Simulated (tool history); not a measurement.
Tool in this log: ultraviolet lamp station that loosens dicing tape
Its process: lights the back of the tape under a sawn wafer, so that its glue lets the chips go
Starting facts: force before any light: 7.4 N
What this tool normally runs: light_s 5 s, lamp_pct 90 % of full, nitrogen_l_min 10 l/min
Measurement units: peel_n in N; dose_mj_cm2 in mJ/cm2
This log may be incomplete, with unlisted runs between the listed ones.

run   hour  light_s  lamp_pct  nitrogen_l_min  peel_n  dose_mj_cm2
  1    0.0        5        90              10   0.606          497
  2   19.3        5        90              10   0.613          491
  3   43.1        5        90              15   0.564          481
  4   67.4        5        90              15   0.557          474
  5   87.7        4        90              10   1.060          376
  6  101.5        4        90              10   1.103          371
  7  113.4        4        90              10   1.077          373
  8  126.2        5        90               7   0.820          460
     141.0  -- window cleaned of glue's vapour
  9  145.7        5        90               7   0.903          441
 10  167.5        5        90              10   0.815          434
 11  180.1        5        69              10   1.375          329
 12  194.0        5        69              10   1.401          329
 13  205.0        5        90              10   0.882          424
 14  220.2        5        90              10   0.859          421
     236.9  -- window cleaned of glue's vapour, once more
 15  242.5        5        90              10   0.482          543
 16  259.0        5        90              10   0.514          544
 17  276.8        5        90              10   0.492          541
 18  290.0        5        88              10   0.532          526
 19  312.2        5        90               7   0.613          529
 20  334.8        8        90              10   0.170          829
 21  347.6        8        90              10   0.170          832
 22  370.3        8        90              10   0.167          819
 23  389.0        8        90              10   0.173          815
 24  401.7        4        75               4   1.718          333
 25  424.5        5        75               4   1.286          414
 26  441.4        4        93              10   0.917          412
 27  466.1        9        97              15   0.117          955
 28  491.4        5        69              12   0.974          371
 29  510.6        5        69              12   1.073          370
 30  526.9        6        90              10   0.442          574
 31  552.0        9        85              10   0.180          801
 32  566.9        5        75               5   1.321          390
 33  585.2       10        88               6   0.178          899
 34  601.3        7        93              20   0.220          656
 35  617.4        7        93              20   0.236          662
 36  636.7        3        93               4   2.274          276
 37  655.8        3        93               4   2.220          276

Branching from run 37: 5 alternative next runs. What would each branch give?
  A  670.4        5        96              10       ?            ?
  B  670.4        4        64               4       ?            ?
  C  670.4        3        74               4       ?            ?
  D  670.4        3        90              10       ?            ?
  E  670.4        3        72              12       ?            ?

run  peel_n  dose_mj_cm2
  A   0.684          470
  B   2.503          251
  C   2.927          215
  D   1.892          264
  E   2.469          214
What these runs would have given with no unlogged condition in the tool:
run  peel_n  dose_mj_cm2
  A   0.308          651
  B   1.666          348
  C   2.051          299
  D   1.135          367
  E   1.614          297
